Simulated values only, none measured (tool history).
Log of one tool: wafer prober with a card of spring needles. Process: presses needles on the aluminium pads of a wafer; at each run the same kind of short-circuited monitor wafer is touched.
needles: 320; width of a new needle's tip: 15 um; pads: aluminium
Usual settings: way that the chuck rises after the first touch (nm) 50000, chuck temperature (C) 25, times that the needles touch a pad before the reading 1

| run | hour | way that the chuck rises after the first touch (nm) | chuck temperature (C) | times that the needles touch a pad before the reading | resistance of one needle with its contact and lead (mohm) | way that a needle slides on the pad (nm) |
|---|---|---|---|---|---|---|
| 1 | 0 | 50000 | 25 | 1 | 275 | 6890 |
|  | 1.3 | tips cleaned on abrasive film |
|  | 3.9 | tips cleaned on abrasive film |
|  | 6.4 | tips cleaned on abrasive film |
| 2 | 8.8 | 40000 | 25 | 1 | 282 | 5510 |
|  | 9.5 | tips cleaned on abrasive film |
|  | 12.1 | tips cleaned on abrasive film |
|  | 15.2 | tips cleaned on abrasive film |
|  | 18.4 | tips cleaned on abrasive film |
| 3 | 20.1 | 40000 | 25 | 1 | 285 | 5740 |
|  | 21.4 | tips cleaned on abrasive film |
|  | 24.6 | tips cleaned on abrasive film |
|  | 27.1 | tips cleaned on abrasive film |
| 4 | 28.6 | 64000 | 25 | 1 | 275 | 8860 |
|  | 29.9 | tips cleaned on abrasive film |
|  | 32.4 | tips cleaned on abrasive film |
|  | 35.6 | tips cleaned on abrasive film |
| 5 | 36.1 | 66000 | 25 | 1 | 273 | 9280 |
|  | 38.7 | tips cleaned on abrasive film |
|  | 41.2 | tips cleaned on abrasive film |
|  | 44.3 | tips cleaned on abrasive film |
| 6 | 46.7 | 66000 | 25 | 1 | 274 | 9130 |
|  | 47.5 | tips cleaned on abrasive film |
|  | 50.6 | tips cleaned on abrasive film |
|  | 53.1 | tips cleaned on abrasive film |
|  | 56.3 | tips cleaned on abrasive film |
|  | 58.8 | tips cleaned on abrasive film |
|  | 61.4 | tips cleaned on abrasive film |
| 7 | 61.7 | 66000 | 25 | 1 | 274 | 9270 |
|  | 64.2 | tips cleaned on abrasive film |
|  | 66.7 | tips cleaned on abrasive film |
|  | 69.3 | tips cleaned on abrasive film |
| 8 | 70.6 | 66000 | 25 | 1 | 271 | 9260 |
|  | 71.9 | tips cleaned on abrasive film |
|  | 74.5 | tips cleaned on abrasive film |
|  | 77 | tips cleaned on abrasive film |
|  | 79.6 | tips cleaned on abrasive film |
|  | 82.1 | tips cleaned on abrasive film |
| 9 | 84.2 | 66000 | 25 | 1 | 269 | 9170 |
|  | 85 | tips cleaned on abrasive film |
|  | 87.5 | tips cleaned on abrasive film |
|  | 90 | tips cleaned on abrasive film |
|  | 92.6 | tips cleaned on abrasive film |
|  | 95.1 | tips cleaned on abrasive film |
|  | 97.7 | tips cleaned on abrasive film |
| 10 | 100.1 | 66000 | 25 | 1 | 275 | 9380 |
|  | 100.8 | tips cleaned on abrasive film |
|  | 103.3 | tips cleaned on abrasive film |
|  | 105.9 | tips cleaned on abrasive film |
|  | 109 | tips cleaned on abrasive film |
| 11 | 109 | 66000 | 25 | 1 | 273 | 9170 |
|  | 112 | tips cleaned on abrasive film |
|  | 114.5 | tips cleaned on abrasive film |
|  | 117.1 | tips cleaned on abrasive film |
|  | 119.6 | tips cleaned on abrasive film |
|  | 122.1 | tips cleaned on abrasive film |
| 12 | 124 | 66000 | 25 | 1 | 274 | 9150 |
|  | 124.7 | tips cleaned on abrasive film |
|  | 127.2 | tips cleaned on abrasive film |
|  | 129.8 | tips cleaned on abrasive film |
| 13 | 132 | 50000 | 25 | 1 | 278 | 7020 |
|  | 132.7 | tips cleaned on abrasive film |
|  | 135.3 | tips cleaned on abrasive film |
|  | 137.8 | tips cleaned on abrasive film |
|  | 140.3 | tips cleaned on abrasive film |
|  | 142.9 | tips cleaned on abrasive film |
|  | 145.4 | tips cleaned on abrasive film |
| 14 | 146.2 | 50000 | 75 | 1 | 289 | 7030 |
|  | 148.1 | tips cleaned on abrasive film |
|  | 151.3 | tips cleaned on abrasive film |
|  | 153.8 | tips cleaned on abrasive film |
|  | 157 | tips cleaned on abrasive film |
| 15 | 159.1 | 50000 | 67 | 1 | 286 | 6990 |
|  | 159.8 | tips cleaned on abrasive film |
|  | 162.4 | tips cleaned on abrasive film |
|  | 164.9 | tips cleaned on abrasive film |
| 16 | 166.1 | 50000 | 67 | 1 | 287 | 7140 |
|  | 168.1 | tips cleaned on abrasive film |
|  | 170.6 | tips cleaned on abrasive film |
|  | 173.1 | tips cleaned on abrasive film |
|  | 174.7 | height of the first contact set anew |
| 17 | 174.7 | 50000 | 25 | 3 | 277 | 7050 |
|  | 176 | tips cleaned on abrasive film |
|  | 178.5 | tips cleaned on abrasive film |
|  | 181.1 | tips cleaned on abrasive film |
|  | 183.6 | tips cleaned on abrasive film |
|  | 186.2 | tips cleaned on abrasive film |
| 18 | 188.2 | 50000 | 25 | 3 | 273 | 7300 |
|  | 188.9 | tips cleaned on abrasive film |
|  | 191.5 | tips cleaned on abrasive film |
|  | 194 | tips cleaned on abrasive film |
| 19 | 195 | 64000 | 25 | 1 | 276 | 9050 |
|  | 197 | tips cleaned on abrasive film |
|  | 199.5 | tips cleaned on abrasive film |
|  | 202.7 | tips cleaned on abrasive film |
|  | 205.2 | tips cleaned on abrasive film |
|  | 207.7 | tips cleaned on abrasive film |
| 20 | 209.6 | 50000 | 25 | 1 | 274 | 7020 |
|  | 210.4 | tips cleaned on abrasive film |
|  | 212.9 | tips cleaned on abrasive film |
|  | 215.4 | tips cleaned on abrasive film |
| 21 | 217.8 | 50000 | 102 | 1 | 295 | 7130 |
|  | 218.5 | tips cleaned on abrasive film |
|  | 221.7 | tips cleaned on abrasive film |
|  | 224.8 | tips cleaned on abrasive film |
| 22 | 226.3 | 50000 | 102 | 1 | 298 | 7240 |
|  | 227.6 | tips cleaned on abrasive film |
|  | 230.2 | tips cleaned on abrasive film |
|  | 232.7 | tips cleaned on abrasive film |
|  | 235.2 | tips cleaned on abrasive film |
|  | 237.8 | tips cleaned on abrasive film |
| 23 | 239.7 | 55000 | 63 | 2 | 290 | 7580 |
|  | 240.4 | tips cleaned on abrasive film |
|  | 242.9 | tips cleaned on abrasive film |
|  | 245.5 | tips cleaned on abrasive film |
| 24 | 247 | 51000 | 35 | 1 | 277 | 7140 |
|  | 248.4 | tips cleaned on abrasive film |
|  | 250.9 | tips cleaned on abrasive film |
|  | 253.4 | tips cleaned on abrasive film |
|  | 256 | tips cleaned on abrasive film |
| 25 | 256.8 | 51000 | 35 | 1 | 276 | 7010 |
|  | 258.8 | tips cleaned on abrasive film |
|  | 261.9 | tips cleaned on abrasive film |
|  | 264.4 | tips cleaned on abrasive film |
| 26 | 265.9 | 51000 | 35 | 1 | 279 | 7170 |
|  | 267.2 | tips cleaned on abrasive film |
|  | 269.8 | tips cleaned on abrasive film |
|  | 272.3 | tips cleaned on abrasive film |
|  | 274.8 | tips cleaned on abrasive film |
| 27 | 275.1 | 50000 | 25 | 1 | 274 | 7080 |

3 ways to go on from here, each from the tool as it stands after run 27. What would each give?
|  | 277.6 | tips cleaned on abrasive film |
|  | 280.2 | tips cleaned on abrasive film |
| A | 282.1 | 58000 | 62 | 1 | ? | ? |
|  | 277.6 | tips cleaned on abrasive film |
|  | 280.2 | tips cleaned on abrasive film |
| B | 282.1 | 45000 | 30 | 2 | ? | ? |
|  | 277.6 | tips cleaned on abrasive film |
|  | 280.2 | tips cleaned on abrasive film |
| C | 282.1 | 50000 | 79 | 1 | ? | ? |

| run | resistance of one needle with its contact and lead (mohm) | way that a needle slides on the pad (nm) |
|---|---|---|
| A | 286 | 8210 |
| B | 281 | 6480 |
| C | 293 | 6860 |
Without the tool's hidden state the same runs would have given:
| run | resistance of one needle with its contact and lead (mohm) | way that a needle slides on the pad (nm) |
|---|---|---|
| A | 286 | 8210 |
| B | 281 | 6480 |
| C | 293 | 6860 |

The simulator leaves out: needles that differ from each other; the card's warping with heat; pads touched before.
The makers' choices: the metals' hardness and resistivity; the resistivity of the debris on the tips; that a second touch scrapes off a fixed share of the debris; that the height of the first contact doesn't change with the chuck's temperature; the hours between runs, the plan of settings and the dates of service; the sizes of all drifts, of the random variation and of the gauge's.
